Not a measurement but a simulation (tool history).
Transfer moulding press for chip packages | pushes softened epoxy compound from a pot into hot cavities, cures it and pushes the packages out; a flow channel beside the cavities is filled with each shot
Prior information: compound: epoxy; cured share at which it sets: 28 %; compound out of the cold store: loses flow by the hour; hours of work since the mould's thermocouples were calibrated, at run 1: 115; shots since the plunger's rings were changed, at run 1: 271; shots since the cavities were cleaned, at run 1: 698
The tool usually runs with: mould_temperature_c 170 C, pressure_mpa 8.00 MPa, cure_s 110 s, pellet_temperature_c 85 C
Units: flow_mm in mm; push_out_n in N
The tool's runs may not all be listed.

run	hour	mould_temperature_c	pressure_mpa	cure_s	pellet_temperature_c	hours of work since the mould's thermocouples were calibrated	shots since the plunger's rings were changed	shots since the cavities were cleaned	incoming compound's hours out of the cold store	flow_mm	push_out_n
1	0.0	170	8.00	110	85	115	271	698	43.8	858	700
2	12.5	170	8.00	110	85	121	372	799	26.1	955	710
# hour 22.1: cavities cleaned with cleaning compound and waxed
3	34.1	162	8.00	110	85	130	534	97	45.7	878	667
4	44.2	170	8.00	130	85	135	615	178	22.1	976	484
5	56.7	170	8.00	110	85	141	715	278	17.3	1007	600
6	75.1	170	8.00	110	85	150	863	426	35.0	902	643
7	89.9	170	8.00	107	85	157	983	546	8.8	1058	696
8	100.4	170	8.00	110	85	163	1067	630	17.1	1003	667
9	116.4	170	6.83	110	85	170	1196	759	23.8	888	715
# hour 130.6: cavities cleaned with cleaning compound and waxed
10	135.4	170	8.00	110	85	179	1337	38	40.7	865	427
11	154.5	170	8.00	126	85	188	1491	192	30.8	919	506
12	171.3	170	8.00	126	85	196	1626	327	43.2	851	544
13	187.7	170	8.00	126	85	204	1758	459	11.6	1032	619
14	200.0	170	8.00	126	85	210	1857	558	44.5	843	598
15	212.9	170	8.00	149	85	216	1961	662	47.3	828	616
16	229.7	170	7.16	132	76	224	2097	798	12.8	968	660
# hour 238.6: cavities cleaned with cleaning compound and waxed
17	247.7	169	8.04	110	85	232	2229	73	33.3	905	465
18	269.5	168	8.76	126	79	243	2404	248	36.8	927	579
# hour 286.8: plunger's sealing rings changed
19	289.4	168	8.76	126	79	251	21	389	19.7	1050	606
20	302.1	170	6.60	105	92	257	123	491	42.3	786	677
21	321.1	173	8.00	110	86	267	276	644	28.1	934	613
22	333.5	164	8.00	108	85	273	376	744	9.7	1084	1000
# hour 349.4: cavities cleaned with cleaning compound and waxed
23	355.7	170	9.63	100	79	283	543	51	9.8	1157	483
24	372.9	170	9.63	100	79	291	681	189	24.0	1060	613
25	392.4	170	6.14	125	85	300	838	346	9.7	921	556
26	404.7	170	6.14	92	85	306	937	445	18.2	872	822
27	419.8	170	7.00	92	86	314	1058	566	29.9	866	831
28	429.4	174	8.08	134	85	318	1136	644	47.4	826	634

5 options for the next run, each taken on its own from the tool as it stands now. Forecast them:
A	441.0	170	8.00	110	87	324	1229	737	9.8	?	?
B	441.0	170	8.00	128	92	324	1229	737	40.4	?	?
C	441.0	170	6.76	110	85	324	1229	737	17.1	?	?
D	441.0	177	6.85	98	85	324	1229	737	32.8	?	?
E	441.0	170	7.14	104	94	324	1229	737	22.9	?	?

run	flow_mm	push_out_n
A	1049	658
B	867	644
C	919	712
D	820	640
E	907	725
With the hidden condition removed and each run's random variation left untouched, the same runs would have given:
run	flow_mm	push_out_n
A	1063	372
B	879	367
C	931	405
D	831	362
E	920	412

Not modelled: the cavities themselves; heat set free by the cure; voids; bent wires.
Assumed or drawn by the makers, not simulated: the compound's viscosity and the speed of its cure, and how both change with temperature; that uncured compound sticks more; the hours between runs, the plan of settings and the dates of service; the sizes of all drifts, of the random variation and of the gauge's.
